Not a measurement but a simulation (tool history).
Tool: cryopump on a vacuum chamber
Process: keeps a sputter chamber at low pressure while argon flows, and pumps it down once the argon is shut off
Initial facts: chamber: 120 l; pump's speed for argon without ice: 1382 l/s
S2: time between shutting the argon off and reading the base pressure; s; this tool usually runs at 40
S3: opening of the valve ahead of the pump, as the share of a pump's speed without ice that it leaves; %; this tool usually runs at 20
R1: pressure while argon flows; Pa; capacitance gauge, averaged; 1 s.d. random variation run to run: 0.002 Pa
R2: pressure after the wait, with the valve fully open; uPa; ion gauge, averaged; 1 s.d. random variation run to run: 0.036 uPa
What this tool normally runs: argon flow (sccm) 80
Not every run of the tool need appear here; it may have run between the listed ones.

{"run": 1, "hour": 0.0, "argon flow (sccm)": 80, "S2": 40, "S3": 20, "R1": 0.4923, "R2": 2.7}
{"run": 2, "hour": 46.4, "argon flow (sccm)": 80, "S2": 40, "S3": 20, "R1": 0.4965, "R2": 2.7}
{"run": 3, "hour": 105.3, "argon flow (sccm)": 115, "S2": 40, "S3": 20, "R1": 0.7151, "R2": 2.75}
{"run": 4, "hour": 162.7, "argon flow (sccm)": 115, "S2": 40, "S3": 20, "R1": 0.7123, "R2": 2.82}
{"run": 5, "hour": 230.3, "argon flow (sccm)": 115, "S2": 40, "S3": 20, "R1": 0.71, "R2": 2.84}
{"run": 6, "hour": 276.4, "argon flow (sccm)": 80, "S2": 40, "S3": 18, "R1": 0.5511, "R2": 2.83}
{"run": 7, "hour": 342.0, "argon flow (sccm)": 80, "S2": 40, "S3": 18, "R1": 0.551, "R2": 2.82}
{"run": 8, "hour": 387.2, "argon flow (sccm)": 68, "S2": 40, "S3": 18, "R1": 0.4691, "R2": 2.87}
{"run": 9, "hour": 440.8, "argon flow (sccm)": 68, "S2": 40, "S3": 53, "R1": 0.1667, "R2": 2.86}
{"run": 10, "hour": 507.2, "argon flow (sccm)": 68, "S2": 40, "S3": 53, "R1": 0.1669, "R2": 2.91}
{"run": 11, "hour": 542.8, "argon flow (sccm)": 68, "S2": 40, "S3": 53, "R1": 0.1695, "R2": 2.94}
{"run": 12, "hour": 573.8, "argon flow (sccm)": 122, "S2": 49, "S3": 20, "R1": 0.7644, "R2": 2.62}
{"run": 13, "hour": 609.8, "argon flow (sccm)": 62, "S2": 59, "S3": 55, "R1": 0.1485, "R2": 2.35}

Run by run, hidden condition taken away, random variation retained:
Hidden state at play: pump's speed, % of a pump's without ice; cold plate's temperature, K; leak into the chamber, uPa l/s; drift of the gauge itself on working_pa, %; drift of the gauge itself on base_upa, %.
run=1 R1=0.4876 R2=2.01
run=2 R1=0.4912 R2=2.01
run=3 R1=0.7062 R2=2.03
run=4 R1=0.7022 R2=2.06
run=5 R1=0.6985 R2=2.06
run=6 R1=0.5424 R2=2.04
run=7 R1=0.5413 R2=2.01
run=8 R1=0.4603 R2=2.03
run=9 R1=0.157 R2=2
run=10 R1=0.1563 R2=2.03
run=11 R1=0.1583 R2=2.04
run=12 R1=0.7437 R2=1.7
run=13 R1=0.1376 R2=1.43
